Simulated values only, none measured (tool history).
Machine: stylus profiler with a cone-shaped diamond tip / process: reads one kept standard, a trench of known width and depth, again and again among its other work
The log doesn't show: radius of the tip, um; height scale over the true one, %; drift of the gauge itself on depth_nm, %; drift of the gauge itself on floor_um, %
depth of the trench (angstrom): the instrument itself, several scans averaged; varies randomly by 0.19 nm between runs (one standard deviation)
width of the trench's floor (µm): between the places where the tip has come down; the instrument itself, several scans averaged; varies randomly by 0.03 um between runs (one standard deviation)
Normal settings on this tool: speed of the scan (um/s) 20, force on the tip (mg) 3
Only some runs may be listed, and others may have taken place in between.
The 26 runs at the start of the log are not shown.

run	hour	speed of the scan (um/s)	force on the tip (mg)	scans with this tip	hours of work since the height scale was calibrated	depth of the trench (angstrom)	width of the trench's floor (µm)
27	422.5	28	7.09	13458	1082	10196.6	25.51
28	442.8	37	3.91	13651	1097	10137	25.5
29	453.5	59	5.67	13752	1105	10170.6	25.5
30	465.2	30	1.73	13861	1114	10090.5	25.47
31	485.3	30	1.38	14051	1129	10078.6	25.42
32	499.9	30	1.38	14189	1141	10075.4	25.43
33	520.5	38	1.84	14383	1156	10092.8	25.43
34	541.8	16	1.55	14585	1172	10084.3	25.46
35	554.8	16	1.54	14708	1182	10077.8	25.43
36	579.4	16	2.32	14939	1201	10103.6	25.47
37	598.7	16	2.32	15122	1215	10103.9	25.4
38	615.9	22	1.19	15284	1229	10073.3	25.38
39	628.3	18	2.51	15401	1238	10108.6	25.43
40	644.4	53	7.43	15553	1250	10203.8	25.39
41	655.6	23	5.11	15659	1259	10163.2	25.4
42	671	23	5.11	15804	1270	10166.2	25.44
43	687.7	10	5.79	15962	1283	10176.3	25.42
44	704.8	78	1.53	16123	1296	10083.8	25.13
# hour 707.5: height scale calibrated on a step standard
45	721.5	7	2.95	16276	11	10101.6	25.4
46	733.3	7	1.28	16387	20	10061.5	25.38

Here are 4 independent what-if runs from the current tool condition. What would each one return?
A	750.3	15	1.72	16548	32	?	?
B	750.3	7	3.03	16548	32	?	?
C	750.3	7	1.28	16548	32	?	?
D	750.3	7	2.26	16548	32	?	?

run	depth of the trench (angstrom)	width of the trench's floor (µm)
A	10070.7	25.37
B	10100.8	25.42
C	10057.7	25.4
D	10086.6	25.37
What these runs would have given with no unlogged condition in the tool:
run	depth of the trench (angstrom)	width of the trench's floor (µm)
A	10070.2	26.51
B	10100.3	26.56
C	10057.2	26.54
D	10086.1	26.5
